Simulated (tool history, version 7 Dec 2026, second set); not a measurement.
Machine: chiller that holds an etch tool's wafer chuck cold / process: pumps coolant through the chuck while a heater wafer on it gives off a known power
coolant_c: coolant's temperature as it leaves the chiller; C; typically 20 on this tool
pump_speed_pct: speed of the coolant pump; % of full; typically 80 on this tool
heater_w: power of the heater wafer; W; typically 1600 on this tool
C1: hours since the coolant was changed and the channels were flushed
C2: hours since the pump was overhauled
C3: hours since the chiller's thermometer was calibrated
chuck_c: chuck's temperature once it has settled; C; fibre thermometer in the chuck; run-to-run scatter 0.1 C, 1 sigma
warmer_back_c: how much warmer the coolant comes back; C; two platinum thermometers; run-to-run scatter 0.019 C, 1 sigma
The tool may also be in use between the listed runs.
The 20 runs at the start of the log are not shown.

Run 21, hour 1305.8: usual settings but pump_speed_pct 62 % of full, heater_w 1112 W; C1 3125; C2 2526; C3 276. Result: chuck_c 33.7 C, warmer_back_c 5.29 C.
Run 22, hour 1345.6: usual settings but coolant_c 16 C, heater_w 1394 W; C1 3165; C2 2566; C3 316. Result: chuck_c 30.1 C, warmer_back_c 5 C.
Run 23, hour 1432.5: usual settings but pump_speed_pct 76 % of full, heater_w 1211 W; C1 3252; C2 2653; C3 403. Result: chuck_c 32.7 C, warmer_back_c 4.6 C.
Run 24, hour 1515: usual settings but pump_speed_pct 76 % of full, heater_w 1211 W; C1 3335; C2 2735; C3 486. Result: chuck_c 32.8 C, warmer_back_c 4.61 C.
Run 25, hour 1567.7: usual settings but coolant_c 16 C, pump_speed_pct 74 % of full, heater_w 1133 W; C1 3387; C2 2788; C3 538. Result: chuck_c 28.2 C, warmer_back_c 4.46 C.
Run 26, hour 1646.7: usual settings but coolant_c 13 C, pump_speed_pct 88 % of full, heater_w 1133 W; C1 3466; C2 2867; C3 617. Result: chuck_c 24 C, warmer_back_c 3.66 C.
Run 27, hour 1699.8: usual settings but coolant_c 13 C, pump_speed_pct 88 % of full, heater_w 1133 W; C1 3519; C2 2920; C3 671. Result: chuck_c 24 C, warmer_back_c 3.7 C.
Run 28, hour 1788.7: usual settings but coolant_c 17 C, pump_speed_pct 81 % of full, heater_w 2241 W; C1 3608; C2 3009; C3 759. Result: chuck_c 39.8 C, warmer_back_c 8.01 C.

What does the tool deliver on the next run?
Run 29, hour 1837: usual settings but coolant_c 22 C, pump_speed_pct 81 % of full, heater_w 1477 W; C1 3657; C2 3057; C3 808. Result: chuck_c ?, warmer_back_c ?.

{"run 29": {"chuck_c": 37.3, "warmer_back_c": 5.29}}
On a tool with no hidden condition, and with the same random variation, this run would have come out at chuck_c 34.8 C, warmer_back_c 5.08 C.

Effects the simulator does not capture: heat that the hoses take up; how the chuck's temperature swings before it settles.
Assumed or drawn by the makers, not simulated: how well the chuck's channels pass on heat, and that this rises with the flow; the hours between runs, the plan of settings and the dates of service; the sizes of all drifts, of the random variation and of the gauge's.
